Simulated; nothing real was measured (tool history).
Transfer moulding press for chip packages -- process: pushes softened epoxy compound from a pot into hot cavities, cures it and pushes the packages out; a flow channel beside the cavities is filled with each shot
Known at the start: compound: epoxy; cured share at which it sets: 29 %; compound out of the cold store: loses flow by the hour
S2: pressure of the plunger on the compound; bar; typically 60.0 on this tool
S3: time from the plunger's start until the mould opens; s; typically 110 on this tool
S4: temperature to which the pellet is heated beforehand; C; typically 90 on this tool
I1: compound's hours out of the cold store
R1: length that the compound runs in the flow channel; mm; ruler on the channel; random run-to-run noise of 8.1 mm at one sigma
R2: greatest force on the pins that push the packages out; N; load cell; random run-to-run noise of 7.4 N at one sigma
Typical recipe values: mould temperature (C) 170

run 1 hour=0.0 | mould_temperature_(C)=170 S2=60.0 S3=110 S4=90 | I1=36.2 | R1=889 R2=522
-- hour=5.8 cavities cleaned with cleaning compound and waxed
run 2 hour=47.7 | mould_temperature_(C)=171 S2=60.0 S3=110 S4=90 | I1=47.2 | R1=827 R2=433
-- hour=86.0 cavities cleaned with cleaning compound and waxed
run 3 hour=90.3 | mould_temperature_(C)=171 S2=60.0 S3=110 S4=90 | I1=25.9 | R1=890 R2=313
run 4 hour=117.9 | mould_temperature_(C)=171 S2=60.0 S3=110 S4=90 | I1=23.2 | R1=893 R2=408
run 5 hour=146.1 | mould_temperature_(C)=171 S2=60.0 S3=110 S4=90 | I1=27.6 | R1=883 R2=486
-- hour=166.7 cavities cleaned with cleaning compound and waxed
-- hour=178.3 mould's thermocouples calibrated
run 6 hour=185.1 | mould_temperature_(C)=171 S2=60.0 S3=110 S4=90 | I1=20.6 | R1=902 R2=382
run 7 hour=220.7 | mould_temperature_(C)=170 S2=60.0 S3=110 S4=93 | I1=25.0 | R1=881 R2=520
-- hour=249.0 cavities cleaned with cleaning compound and waxed
-- hour=271.7 plunger's sealing rings changed
run 8 hour=272.0 | mould_temperature_(C)=170 S2=60.0 S3=110 S4=85 | I1=37.5 | R1=909 R2=401
run 9 hour=300.9 | mould_temperature_(C)=165 S2=60.0 S3=105 S4=90 | I1=38.3 | R1=921 R2=742
run 10 hour=321.3 | mould_temperature_(C)=165 S2=60.0 S3=105 S4=90 | I1=35.9 | R1=922 R2=836
-- hour=334.1 cavities cleaned with cleaning compound and waxed
run 11 hour=349.0 | mould_temperature_(C)=165 S2=60.0 S3=96 S4=89 | I1=26.2 | R1=936 R2=725

Results for each run, recomputed without the tool's hidden state and with each run's random variation untouched:
Hidden state present: true mould temperature over the reading, C; pressure that reaches the compound, % of what is set; grip of the stained cavities, % over clean ones'; drift of the gauge itself on flow_mm, %; drift of the gauge itself on push_out_n, %.
run=1 R1=925 R2=294
run=2 R1=866 R2=286
run=3 R1=937 R2=301
run=4 R1=943 R2=295
run=5 R1=935 R2=297
run=6 R1=958 R2=300
run=7 R1=941 R2=312
run=8 R1=909 R2=309
run=9 R1=924 R2=460
run=10 R1=927 R2=473
run=11 R1=945 R2=586

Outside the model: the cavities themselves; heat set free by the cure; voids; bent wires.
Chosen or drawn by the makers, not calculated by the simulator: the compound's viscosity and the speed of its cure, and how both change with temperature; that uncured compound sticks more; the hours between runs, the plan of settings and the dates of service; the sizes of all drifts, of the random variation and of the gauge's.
